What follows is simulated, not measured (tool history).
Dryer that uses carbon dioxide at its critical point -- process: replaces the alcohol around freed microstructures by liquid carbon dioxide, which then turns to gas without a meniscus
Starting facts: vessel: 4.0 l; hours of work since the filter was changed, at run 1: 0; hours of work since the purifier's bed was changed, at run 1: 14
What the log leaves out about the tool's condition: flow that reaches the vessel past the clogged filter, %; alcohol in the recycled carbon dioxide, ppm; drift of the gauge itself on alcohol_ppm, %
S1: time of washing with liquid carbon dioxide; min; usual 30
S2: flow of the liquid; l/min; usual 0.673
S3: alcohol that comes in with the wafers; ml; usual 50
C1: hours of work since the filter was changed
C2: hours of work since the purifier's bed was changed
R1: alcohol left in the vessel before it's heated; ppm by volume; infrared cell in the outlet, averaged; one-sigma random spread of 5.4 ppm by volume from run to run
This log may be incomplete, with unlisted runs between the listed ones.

Run 1, hour 0: usual settings; C1 0; C2 14. Result: R1 150 ppm by volume.
Run 2, hour 4.9: usual settings; C1 2; C2 16. Result: R1 154 ppm by volume.
Run 3, hour 10.8: usual settings; C1 5; C2 19. Result: R1 149 ppm by volume.
Run 4, hour 17.8: usual settings but S2 0.426 l/min; C1 9; C2 22. Result: R1 814 ppm by volume.
Run 5, hour 28.3: usual settings; C1 14; C2 28. Result: R1 154 ppm by volume.
Run 6, hour 36.4: usual settings; C1 18; C2 32. Result: R1 163 ppm by volume.
Run 7, hour 44.9: usual settings; C1 22; C2 36. Result: R1 157 ppm by volume.
Run 8, hour 53.5: usual settings; C1 27; C2 40. Result: R1 154 ppm by volume.
Run 9, hour 60.5: usual settings but S1 27 min; C1 30; C2 44. Result: R1 255 ppm by volume.
Run 10, hour 67.9: usual settings but S1 27 min; C1 34; C2 47. Result: R1 250 ppm by volume.
Run 11, hour 74.2: usual settings but S2 1.082 l/min; C1 37; C2 50. Result: R1 11 ppm by volume.
Run 12, hour 83: usual settings but S2 1.082 l/min; C1 41; C2 55. Result: R1 21 ppm by volume.
Run 13, hour 91.7: usual settings but S2 1.082 l/min; C1 46; C2 59. Result: R1 18 ppm by volume.
Run 14, hour 102.1: usual settings but S1 33 min, S2 0.974 l/min, S3 22 ml; C1 51; C2 64. Result: R1 11 ppm by volume.
Run 15, hour 107.2: usual settings but S1 33 min, S2 0.974 l/min, S3 22 ml; C1 53; C2 67. Result: R1 9 ppm by volume.
Run 16, hour 116.2: usual settings but S1 33 min, S2 0.974 l/min, S3 22 ml; C1 58; C2 71. Result: R1 18 ppm by volume.
Run 17, hour 121.3: usual settings but S1 23 min, S2 0.676 l/min, S3 25 ml; C1 60; C2 74. Result: R1 240 ppm by volume.
Run 18, hour 127: usual settings but S1 32 min, S2 1.121 l/min, S3 25 ml; C1 63; C2 77. Result: R1 8 ppm by volume.
Run 19, hour 134.4: usual settings but S1 18 min; C1 67; C2 80. Result: R1 970 ppm by volume.
Run 20, hour 143.4: usual settings but S1 18 min; C1 71; C2 85. Result: R1 984 ppm by volume.
Run 21, hour 152.9: usual settings but S1 23 min, S2 0.912 l/min, S3 26 ml; C1 76; C2 90. Result: R1 78 ppm by volume.
Run 22, hour 157.7: usual settings but S1 25 min, S2 1.031 l/min, S3 101 ml; C1 78; C2 92. Result: R1 99 ppm by volume.
Run 23, hour 163.9: usual settings but S1 34 min, S2 1.031 l/min, S3 101 ml; C1 81; C2 95. Result: R1 33 ppm by volume.
Run 24, hour 172.5: usual settings but S1 34 min, S2 1.031 l/min, S3 101 ml; C1 86; C2 99. Result: R1 19 ppm by volume.

Difference, measured minus no-hidden-state, one row per run. Run-to-run variation is common to both terms; the gauge's own scatter need not be:
run    R1
  1    +7
  2    +9
  3   +10
  4   +33
  5   +14
  6   +16
  7   +17
  8   +19
  9   +28
 10   +30
 11    +5
 12    +5
 13    +5
 14    +4
 15    +5
 16    +5
 17   +36
 18    +4
 19  +123
 20  +131
 21   +20
 22   +31
 23    +9
 24   +10

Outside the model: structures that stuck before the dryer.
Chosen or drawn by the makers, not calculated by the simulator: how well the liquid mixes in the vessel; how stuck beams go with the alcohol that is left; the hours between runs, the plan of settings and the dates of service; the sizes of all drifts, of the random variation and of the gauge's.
